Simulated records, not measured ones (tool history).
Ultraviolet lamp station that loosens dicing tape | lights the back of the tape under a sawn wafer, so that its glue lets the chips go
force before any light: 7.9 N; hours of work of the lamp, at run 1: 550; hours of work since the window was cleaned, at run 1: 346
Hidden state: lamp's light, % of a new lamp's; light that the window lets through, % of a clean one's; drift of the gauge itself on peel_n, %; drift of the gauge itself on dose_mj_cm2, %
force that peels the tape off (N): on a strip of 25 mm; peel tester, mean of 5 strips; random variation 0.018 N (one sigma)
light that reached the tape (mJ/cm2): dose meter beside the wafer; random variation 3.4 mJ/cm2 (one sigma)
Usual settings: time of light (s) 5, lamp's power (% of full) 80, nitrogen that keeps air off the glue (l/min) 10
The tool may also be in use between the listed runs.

run    hour  time of light (s)  lamp's power (% of full)  nitrogen that keeps air off the glue (l/min)  hours of work of the lamp  hours of work since the window was cleaned  force that peels the tape off (N)  light that reached the tape (mJ/cm2)
  1       0                  5                        80                                            10                        550                                         346                               1.33                                   417
  2    41.9                  5                        80                                            10                        579                                         375                              1.409                                   415
  3      97                  5                        80                                            10                        617                                         413                              1.438                                   408
  4   143.1                  5                        80                                            10                        649                                         445                                1.5                                   394
  5   189.3                  5                        80                                            10                        682                                         477                              1.562                                   387
  6   220.6                  5                        80                                             7                        703                                         499                              1.744                                   381
  7   259.1                  5                        80                                             7                        730                                         526                              1.759                                   378
        281  -- window cleaned of glue's vapour
  8   289.8                  5                        80                                             7                        751                                           6                              1.564                                   417
  9   355.9                  5                        80                                             7                        797                                          52                              1.579                                   405
 10   396.2                  5                        80                                             4                        825                                          80                              1.857                                   398
 11   433.2                  5                        80                                            10                        851                                         106                               1.57                                   393
 12   474.8                  5                        80                                            10                        880                                         135                              1.587                                   388
 13   527.1                  5                        80                                            10                        916                                         171                              1.636                                   377
 14   578.5                  5                        80                                            10                        952                                         207                              1.686                                   369
 15   608.9                  5                        84                                            10                        973                                         228                              1.582                                   383
 16   639.8                  5                        84                                            10                        995                                         250                               1.57                                   383
      663.9  -- lamp changed
 17   681.3                  5                        80                                            10                         12                                         278                              0.962                                   510
 18   746.8                  5                        80                                            10                         58                                         323                              1.035                                   494
 19   796.3                  5                        80                                            10                         92                                         358                              1.053                                   489
 20   826.8                  3                        80                                            10                        113                                         379                               2.34                                   295
 21   864.1                  3                        80                                            10                        139                                         405                              2.413                                   284
 22   913.9                  9                        60                                            10                        174                                         440                              0.605                                   638
 23   974.9                  3                        73                                             3                        216                                         482                              3.486                                   256
 24  1039.3                  3                        73                                             3                        261                                         527                              3.515                                   252
     1055.2  -- window cleaned of glue's vapour
 25  1097.3                  3                        89                                             7                        301                                          29                              2.243                                   323
 26  1133.2                  3                        73                                             7                        326                                          54                              2.687                                   266
 27  1170.4                  3                        73                                             7                        352                                          80                               2.79                                   260
 28  1232.9                  3                        73                                            19                        396                                         124                               2.39                                   256
 29  1268.4                  3                        84                                            16                        420                                         148                               2.13                                   292
 30  1315.5                  3                        84                                            16                        453                                         181                               2.16                                   282
 31  1368.7                  2                        77                                             6                        490                                         218                              4.198                                   171
 32  1413.9                  9                        95                                            12                        521                                         250                              0.242                                   940
 33  1467.7                  9                        95                                            12                        559                                         287                              0.253                                   916
 34  1506.1                  9                        95                                            12                        586                                         314                              0.261                                   897
 35  1548.6                  5                        80                                             9                        615                                         343                               1.46                                   410
 36  1601.5                  3                        81                                             7                        652                                         380                              2.998                                   243
 37  1648.1                  3                        78                                             6                        684                                         413                              3.194                                   232
 38  1677.8                  8                        65                                             7                        705                                         433                              1.071                                   512
 39  1722.2                  4                        65                                            16                        736                                         464                              2.529                                   256
 40  1776.8                  6                        79                                            11                        774                                         502                              1.153                                   450
 41    1805                  6                        90                                            12                        794                                         522                              0.933                                   501
     1828.8  -- window cleaned of glue's vapour
 42  1870.3                  5                        80                                             4                        839                                          29                              1.924                                   406

3 ways to go on from here, each from the tool as it stands after run 42. What would each give?
  A  1924.5                  2                        73                                            16                        876                                          67                                  ?                                     ?
  B  1924.5                  4                        80                                             4                        876                                          67                                  ?                                     ?
  C  1924.5                  4                        83                                             3                        876                                          67                                  ?                                     ?

run  force that peels the tape off (N)  light that reached the tape (mJ/cm2)
  A                              4.048                                   151
  B                              2.599                                   320
  C                              2.766                                   332
Without the tool's hidden state the same runs would have given:
run  force that peels the tape off (N)  light that reached the tape (mJ/cm2)
  A                              3.211                                   202
  B                              1.776                                   433
  C                              1.913                                   448

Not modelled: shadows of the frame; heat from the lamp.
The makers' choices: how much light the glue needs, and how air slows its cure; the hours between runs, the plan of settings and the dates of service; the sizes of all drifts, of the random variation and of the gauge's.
